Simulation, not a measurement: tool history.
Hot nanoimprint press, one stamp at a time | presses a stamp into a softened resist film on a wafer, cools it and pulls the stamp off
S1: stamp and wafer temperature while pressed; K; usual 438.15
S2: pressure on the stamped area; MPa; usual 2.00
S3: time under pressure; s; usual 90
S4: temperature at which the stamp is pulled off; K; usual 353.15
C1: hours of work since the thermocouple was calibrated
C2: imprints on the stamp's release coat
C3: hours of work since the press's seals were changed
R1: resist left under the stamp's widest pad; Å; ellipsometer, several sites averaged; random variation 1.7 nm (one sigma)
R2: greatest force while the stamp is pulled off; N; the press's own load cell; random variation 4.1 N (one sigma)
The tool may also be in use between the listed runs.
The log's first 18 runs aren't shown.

run 19 hour=203.9 | S1=432.15 S2=2.00 S3=90 S4=353.15 | C1=43 C2=1265 C3=477 | R1=3500 R2=203
run 20 hour=216.0 | S1=432.15 S2=2.00 S3=103 S4=354.15 | C1=51 C2=1328 C3=485 | R1=3355 R2=201
run 21 hour=224.9 | S1=432.15 S2=2.00 S3=103 S4=354.15 | C1=56 C2=1375 C3=491 | R1=3356 R2=191
run 22 hour=236.4 | S1=438.15 S2=1.56 S3=90 S4=357.15 | C1=64 C2=1435 C3=498 | R1=3065 R2=180
run 23 hour=245.6 | S1=438.15 S2=1.56 S3=90 S4=357.15 | C1=70 C2=1483 C3=504 | R1=3066 R2=191
run 24 hour=257.6 | S1=438.15 S2=1.56 S3=90 S4=357.15 | C1=78 C2=1545 C3=512 | R1=3064 R2=177
run 25 hour=271.2 | S1=440.15 S2=2.00 S3=90 S4=358.15 | C1=87 C2=1617 C3=521 | R1=2501 R2=180
run 26 hour=281.9 | S1=440.15 S2=2.00 S3=90 S4=358.15 | C1=94 C2=1673 C3=528 | R1=2537 R2=174
run 27 hour=292.1 | S1=440.15 S2=2.00 S3=90 S4=358.15 | C1=101 C2=1726 C3=535 | R1=2524 R2=176
run 28 hour=307.9 | S1=449.15 S2=2.27 S3=90 S4=348.15 | C1=111 C2=1808 C3=546 | R1=1557 R2=223
run 29 hour=316.1 | S1=449.15 S2=2.27 S3=90 S4=348.15 | C1=117 C2=1851 C3=551 | R1=1563 R2=223
run 30 hour=323.9 | S1=449.15 S2=2.27 S3=90 S4=348.15 | C1=122 C2=1892 C3=556 | R1=1580 R2=232

3 ways to go on from here, each from the tool as it stands after run 30. What would each give?
run A hour=334.2 | S1=428.15 S2=2.00 S3=47 S4=339.15 | C1=129 C2=1946 C3=563 | R1=? R2=?
run B hour=334.2 | S1=427.15 S2=1.49 S3=55 S4=353.15 | C1=129 C2=1946 C3=563 | R1=? R2=?
run C hour=334.2 | S1=438.15 S2=2.00 S3=58 S4=353.15 | C1=129 C2=1946 C3=563 | R1=? R2=?

run=A R1=4372 R2=272
run=B R1=4488 R2=198
run=C R1=3081 R2=196
Without the tool's hidden state the same runs would have given:
run=A R1=4371 R2=269
run=B R1=4487 R2=196
run=C R1=3080 R2=194

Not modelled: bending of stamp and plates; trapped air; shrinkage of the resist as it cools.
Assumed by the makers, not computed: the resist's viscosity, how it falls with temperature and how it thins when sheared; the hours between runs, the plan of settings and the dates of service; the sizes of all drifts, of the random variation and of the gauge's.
